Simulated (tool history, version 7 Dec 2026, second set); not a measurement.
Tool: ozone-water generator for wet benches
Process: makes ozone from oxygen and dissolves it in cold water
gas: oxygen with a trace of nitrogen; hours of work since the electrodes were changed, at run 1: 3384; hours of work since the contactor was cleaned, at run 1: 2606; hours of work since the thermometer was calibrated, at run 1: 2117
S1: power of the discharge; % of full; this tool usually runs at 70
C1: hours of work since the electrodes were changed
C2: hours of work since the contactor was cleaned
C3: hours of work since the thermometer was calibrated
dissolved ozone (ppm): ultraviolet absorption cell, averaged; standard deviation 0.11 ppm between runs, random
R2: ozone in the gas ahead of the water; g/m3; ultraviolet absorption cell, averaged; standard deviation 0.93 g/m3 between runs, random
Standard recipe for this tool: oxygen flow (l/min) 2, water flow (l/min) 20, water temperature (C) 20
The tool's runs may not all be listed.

{"run": 1, "day": 0.0, "S1": 70, "oxygen flow (l/min)": 2, "water flow (l/min)": 20, "water temperature (C)": 20, "C1": 3384, "C2": 2606, "C3": 2117, "dissolved ozone (ppm)": 7.6, "R2": 153.2}
{"run": 2, "day": 3.854, "S1": 70, "oxygen flow (l/min)": 2, "water flow (l/min)": 20, "water temperature (C)": 12, "C1": 3475, "C2": 2697, "C3": 2208, "dissolved ozone (ppm)": 8.2, "R2": 153.6}
{"run": 3, "day": 8.583, "S1": 70, "oxygen flow (l/min)": 2, "water flow (l/min)": 20, "water temperature (C)": 20, "C1": 3586, "C2": 2809, "C3": 2319, "dissolved ozone (ppm)": 8, "R2": 152}
{"run": 4, "day": 12.879, "S1": 70, "oxygen flow (l/min)": 2, "water flow (l/min)": 20, "water temperature (C)": 20, "C1": 3688, "C2": 2910, "C3": 2421, "dissolved ozone (ppm)": 7.6, "R2": 150.9}
{"run": 5, "day": 17.638, "S1": 70, "oxygen flow (l/min)": 1.01, "water flow (l/min)": 20, "water temperature (C)": 20, "C1": 3800, "C2": 3023, "C3": 2533, "dissolved ozone (ppm)": 6.2, "R2": 209.1}
{"run": 6, "day": 20.988, "S1": 70, "oxygen flow (l/min)": 2, "water flow (l/min)": 12, "water temperature (C)": 20, "C1": 3879, "C2": 3102, "C3": 2612, "dissolved ozone (ppm)": 12.5, "R2": 151.3}
{"run": 7, "day": 24.825, "S1": 70, "oxygen flow (l/min)": 2, "water flow (l/min)": 20, "water temperature (C)": 20, "C1": 3970, "C2": 3192, "C3": 2703, "dissolved ozone (ppm)": 7.7, "R2": 152.5}
{"run": 8, "day": 28.325, "S1": 70, "oxygen flow (l/min)": 2, "water flow (l/min)": 20, "water temperature (C)": 20, "C1": 4053, "C2": 3275, "C3": 2786, "dissolved ozone (ppm)": 7.6, "R2": 151.8}
{"run": 9, "day": 31.554, "S1": 70, "oxygen flow (l/min)": 2, "water flow (l/min)": 20, "water temperature (C)": 20, "C1": 4129, "C2": 3351, "C3": 2862, "dissolved ozone (ppm)": 7.7, "R2": 151.3}
{"run": 10, "day": 33.596, "S1": 70, "oxygen flow (l/min)": 2, "water flow (l/min)": 20, "water temperature (C)": 20, "C1": 4177, "C2": 3399, "C3": 2910, "dissolved ozone (ppm)": 7.7, "R2": 153.2}
{"run": 11, "day": 36.354, "S1": 70, "oxygen flow (l/min)": 2, "water flow (l/min)": 19, "water temperature (C)": 20, "C1": 4242, "C2": 3465, "C3": 2975, "dissolved ozone (ppm)": 7.8, "R2": 151.4}
{"run": 12, "day": 40.438, "S1": 70, "oxygen flow (l/min)": 2, "water flow (l/min)": 19, "water temperature (C)": 20, "C1": 4339, "C2": 3561, "C3": 3072, "dissolved ozone (ppm)": 8.3, "R2": 151.6}
{"run": 13, "day": 43.821, "S1": 70, "oxygen flow (l/min)": 2, "water flow (l/min)": 20, "water temperature (C)": 20, "C1": 4418, "C2": 3641, "C3": 3152, "dissolved ozone (ppm)": 7.4, "R2": 151.1}
{"run": 14, "day": 47.546, "S1": 70, "oxygen flow (l/min)": 2, "water flow (l/min)": 20, "water temperature (C)": 20, "C1": 4506, "C2": 3729, "C3": 3239, "dissolved ozone (ppm)": 7.7, "R2": 149.8}
{"run": 15, "day": 51.262, "S1": 71, "oxygen flow (l/min)": 2, "water flow (l/min)": 20, "water temperature (C)": 20, "C1": 4594, "C2": 3816, "C3": 3327, "dissolved ozone (ppm)": 7.5, "R2": 150.4}
{"run": 16, "day": 54.671, "S1": 70, "oxygen flow (l/min)": 2, "water flow (l/min)": 24, "water temperature (C)": 20, "C1": 4675, "C2": 3897, "C3": 3408, "dissolved ozone (ppm)": 6.2, "R2": 150.6}
{"run": 17, "day": 57.65, "S1": 78, "oxygen flow (l/min)": 2, "water flow (l/min)": 20, "water temperature (C)": 20, "C1": 4745, "C2": 3967, "C3": 3478, "dissolved ozone (ppm)": 8.1, "R2": 159.6}
{"run": 18, "day": 60.65, "S1": 78, "oxygen flow (l/min)": 2, "water flow (l/min)": 20, "water temperature (C)": 20, "C1": 4816, "C2": 4038, "C3": 3549, "dissolved ozone (ppm)": 8.1, "R2": 160.4}
{"run": 19, "day": 65.038, "S1": 59, "oxygen flow (l/min)": 2, "water flow (l/min)": 13, "water temperature (C)": 20, "C1": 4919, "C2": 4142, "C3": 3653, "dissolved ozone (ppm)": 10.2, "R2": 136.3}
{"run": 20, "day": 69.188, "S1": 59, "oxygen flow (l/min)": 2, "water flow (l/min)": 13, "water temperature (C)": 20, "C1": 5017, "C2": 4240, "C3": 3751, "dissolved ozone (ppm)": 10.5, "R2": 136.4}
{"run": 21, "day": 72.738, "S1": 70, "oxygen flow (l/min)": 1.25, "water flow (l/min)": 22, "water temperature (C)": 18, "C1": 5101, "C2": 4324, "C3": 3834, "dissolved ozone (ppm)": 6, "R2": 186.6}
{"run": 22, "day": 75.246, "S1": 70, "oxygen flow (l/min)": 1.74, "water flow (l/min)": 20, "water temperature (C)": 17, "C1": 5160, "C2": 4383, "C3": 3894, "dissolved ozone (ppm)": 7.2, "R2": 159.6}
{"run": 23, "day": 78.688, "S1": 70, "oxygen flow (l/min)": 1.74, "water flow (l/min)": 20, "water temperature (C)": 17, "C1": 5242, "C2": 4464, "C3": 3975, "dissolved ozone (ppm)": 7.4, "R2": 159.9}
{"run": 24, "day": 83.171, "S1": 70, "oxygen flow (l/min)": 2.33, "water flow (l/min)": 20, "water temperature (C)": 17, "C1": 5348, "C2": 4570, "C3": 4081, "dissolved ozone (ppm)": 8.1, "R2": 138.9}
{"day": 86.146, "done": "water thermometer calibrated"}
{"run": 25, "day": 87.471, "S1": 94, "oxygen flow (l/min)": 1.59, "water flow (l/min)": 20, "water temperature (C)": 17, "C1": 5449, "C2": 4671, "C3": 31, "dissolved ozone (ppm)": 8.5, "R2": 198}
{"run": 26, "day": 90.592, "S1": 70, "oxygen flow (l/min)": 2.3, "water flow (l/min)": 20, "water temperature (C)": 27, "C1": 5522, "C2": 4745, "C3": 105, "dissolved ozone (ppm)": 7.2, "R2": 139.2}
{"run": 27, "day": 95.138, "S1": 70, "oxygen flow (l/min)": 2, "water flow (l/min)": 20, "water temperature (C)": 20, "C1": 5630, "C2": 4852, "C3": 212, "dissolved ozone (ppm)": 7.5, "R2": 148.3}
{"run": 28, "day": 99.267, "S1": 77, "oxygen flow (l/min)": 2, "water flow (l/min)": 20, "water temperature (C)": 20, "C1": 5727, "C2": 4950, "C3": 310, "dissolved ozone (ppm)": 7.8, "R2": 156.2}
{"run": 29, "day": 102.475, "S1": 77, "oxygen flow (l/min)": 2, "water flow (l/min)": 20, "water temperature (C)": 20, "C1": 5803, "C2": 5025, "C3": 386, "dissolved ozone (ppm)": 7.5, "R2": 156.7}
{"run": 30, "day": 106.438, "S1": 70, "oxygen flow (l/min)": 2, "water flow (l/min)": 20, "water temperature (C)": 19, "C1": 5897, "C2": 5119, "C3": 479, "dissolved ozone (ppm)": 7.3, "R2": 150}
{"run": 31, "day": 109.071, "S1": 81, "oxygen flow (l/min)": 2, "water flow (l/min)": 20, "water temperature (C)": 25, "C1": 5959, "C2": 5181, "C3": 541, "dissolved ozone (ppm)": 7.5, "R2": 160.4}
{"run": 32, "day": 111.404, "S1": 75, "oxygen flow (l/min)": 1.78, "water flow (l/min)": 27, "water temperature (C)": 12, "C1": 6014, "C2": 5236, "C3": 596, "dissolved ozone (ppm)": 5.7, "R2": 163.7}
{"run": 33, "day": 115.554, "S1": 44, "oxygen flow (l/min)": 1.78, "water flow (l/min)": 27, "water temperature (C)": 19, "C1": 6112, "C2": 5334, "C3": 694, "dissolved ozone (ppm)": 4, "R2": 120.8}

4 options for the next run, each taken on its own from the tool as it stands now. Forecast them:
{"day": 117.642, "done": "contactor cleaned"}
{"run": "A", "day": 118.225, "S1": 88, "oxygen flow (l/min)": 2, "water flow (l/min)": 20, "water temperature (C)": 20, "C1": 6171, "C2": 14, "C3": 754, "dissolved ozone (ppm)": "?", "R2": "?"}
{"day": 117.642, "done": "contactor cleaned"}
{"run": "B", "day": 118.225, "S1": 44, "oxygen flow (l/min)": 1.78, "water flow (l/min)": 12, "water temperature (C)": 16, "C1": 6171, "C2": 14, "C3": 754, "dissolved ozone (ppm)": "?", "R2": "?"}
{"day": 117.642, "done": "contactor cleaned"}
{"run": "C", "day": 118.225, "S1": 44, "oxygen flow (l/min)": 2.85, "water flow (l/min)": 12, "water temperature (C)": 19, "C1": 6171, "C2": 14, "C3": 754, "dissolved ozone (ppm)": "?", "R2": "?"}
{"day": 117.642, "done": "contactor cleaned"}
{"run": "D", "day": 118.225, "S1": 44, "oxygen flow (l/min)": 1.78, "water flow (l/min)": 18, "water temperature (C)": 27, "C1": 6171, "C2": 14, "C3": 754, "dissolved ozone (ppm)": "?", "R2": "?"}

run=A dissolved_ozone_(ppm)=8.6 R2=168.6
run=B dissolved_ozone_(ppm)=10 R2=122.1
run=C dissolved_ozone_(ppm)=10.3 R2=97.4
run=D dissolved_ozone_(ppm)=6.1 R2=120
The same runs, with their run-to-run variation unchanged, on a tool lacking any hidden condition would have given:
run=A dissolved_ozone_(ppm)=9.2 R2=180.8
run=B dissolved_ozone_(ppm)=10.4 R2=127.8
run=C dissolved_ozone_(ppm)=10.8 R2=101.9
run=D dissolved_ozone_(ppm)=6.4 R2=125.6
